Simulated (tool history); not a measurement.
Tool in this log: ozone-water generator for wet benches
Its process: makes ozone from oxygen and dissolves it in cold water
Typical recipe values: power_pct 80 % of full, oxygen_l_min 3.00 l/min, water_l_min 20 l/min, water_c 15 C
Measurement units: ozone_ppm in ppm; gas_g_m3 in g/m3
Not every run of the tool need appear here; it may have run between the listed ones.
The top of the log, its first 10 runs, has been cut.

Run 11, day 9.408: usual settings but oxygen_l_min 2.54 l/min. Result: ozone_ppm 13.3 ppm, gas_g_m3 227.3 g/m3.
Run 12, day 9.933: usual settings but oxygen_l_min 3.57 l/min. Result: ozone_ppm 14.7 ppm, gas_g_m3 198.2 g/m3.
Run 13, day 10.738: usual settings. Result: ozone_ppm 14.0 ppm, gas_g_m3 214.2 g/m3.
Run 14, day 11.579: usual settings. Result: ozone_ppm 14.2 ppm, gas_g_m3 213.9 g/m3.
Run 15, day 12.225: usual settings. Result: ozone_ppm 14.1 ppm, gas_g_m3 211.5 g/m3.
Run 16, day 13.433: usual settings. Result: ozone_ppm 14.1 ppm, gas_g_m3 212.6 g/m3.
Run 17, day 14.038: usual settings. Result: ozone_ppm 14.0 ppm, gas_g_m3 212.5 g/m3.
Run 18, day 14.662: usual settings. Result: ozone_ppm 14.1 ppm, gas_g_m3 212.3 g/m3.
Run 19, day 15.583: usual settings but power_pct 58 % of full, oxygen_l_min 3.07 l/min. Result: ozone_ppm 11.2 ppm, gas_g_m3 167.3 g/m3.
Run 20, day 16.617: usual settings but power_pct 58 % of full, oxygen_l_min 3.07 l/min. Result: ozone_ppm 11.2 ppm, gas_g_m3 167.7 g/m3.
Run 21, day 17.621: usual settings but power_pct 64 % of full, water_c 14 C. Result: ozone_ppm 12.1 ppm, gas_g_m3 180.0 g/m3.
Run 22, day 18.417: usual settings but power_pct 64 % of full, water_c 14 C. Result: ozone_ppm 12.1 ppm, gas_g_m3 181.8 g/m3.
Run 23, day 19.638: usual settings but oxygen_l_min 2.78 l/min, water_c 10 C. Result: ozone_ppm 14.3 ppm, gas_g_m3 217.6 g/m3.
Run 24, day 20.667: usual settings but power_pct 55 % of full, oxygen_l_min 3.39 l/min, water_l_min 25 l/min, water_c 8 C. Result: ozone_ppm 9.1 ppm, gas_g_m3 155.3 g/m3.
Run 25, day 21.396: usual settings but power_pct 92 % of full, oxygen_l_min 3.57 l/min, water_c 21 C. Result: ozone_ppm 15.4 ppm, gas_g_m3 217.7 g/m3.
Run 26, day 22.429: usual settings but power_pct 44 % of full, oxygen_l_min 2.78 l/min. Result: ozone_ppm 9.0 ppm, gas_g_m3 142.3 g/m3.
Run 27, day 23.325: usual settings but power_pct 87 % of full, water_l_min 18 l/min. Result: ozone_ppm 16.7 ppm, gas_g_m3 227.4 g/m3.
Run 28, day 24.329: usual settings but power_pct 87 % of full, water_l_min 18 l/min. Result: ozone_ppm 16.8 ppm, gas_g_m3 225.5 g/m3.
Run 29, day 25.008: usual settings but power_pct 52 % of full, water_l_min 18 l/min, water_c 13 C. Result: ozone_ppm 11.9 ppm, gas_g_m3 156.1 g/m3.
Run 30, day 25.762: usual settings but power_pct 52 % of full, water_l_min 18 l/min, water_c 13 C. Result: ozone_ppm 11.7 ppm, gas_g_m3 155.6 g/m3.
Run 31, day 26.971: usual settings but power_pct 65 % of full. Result: ozone_ppm 12.2 ppm, gas_g_m3 182.3 g/m3.
Run 32, day 27.746: usual settings but power_pct 65 % of full. Result: ozone_ppm 12.1 ppm, gas_g_m3 181.7 g/m3.
Run 33, day 29.021: usual settings but power_pct 66 % of full, oxygen_l_min 2.19 l/min, water_l_min 30 l/min, water_c 11 C. Result: ozone_ppm 6.9 ppm, gas_g_m3 207.5 g/m3.

Predict each of these 3 candidate next runs independently; none follows another, all start after run 33:
Run A, day 29.875: usual settings but power_pct 64 % of full, oxygen_l_min 3.35 l/min, water_l_min 32 l/min, water_c 11 C. Result: ozone_ppm ?, gas_g_m3 ?.
Run B, day 29.875: usual settings but power_pct 42 % of full, oxygen_l_min 4.29 l/min, water_l_min 12 l/min. Result: ozone_ppm ?, gas_g_m3 ?.
Run C, day 29.875: usual settings but power_pct 64 % of full, water_l_min 15 l/min, water_c 11 C. Result: ozone_ppm ?, gas_g_m3 ?.

run  ozone_ppm  gas_g_m3
  A        7.2     173.2
  B       15.4     115.0
  C       17.0     181.3
Take away the tool's hidden state, keep each run's random variation, and the runs would have read:
run  ozone_ppm  gas_g_m3
  A        7.3     173.3
  B       15.4     115.0
  C       17.0     181.4

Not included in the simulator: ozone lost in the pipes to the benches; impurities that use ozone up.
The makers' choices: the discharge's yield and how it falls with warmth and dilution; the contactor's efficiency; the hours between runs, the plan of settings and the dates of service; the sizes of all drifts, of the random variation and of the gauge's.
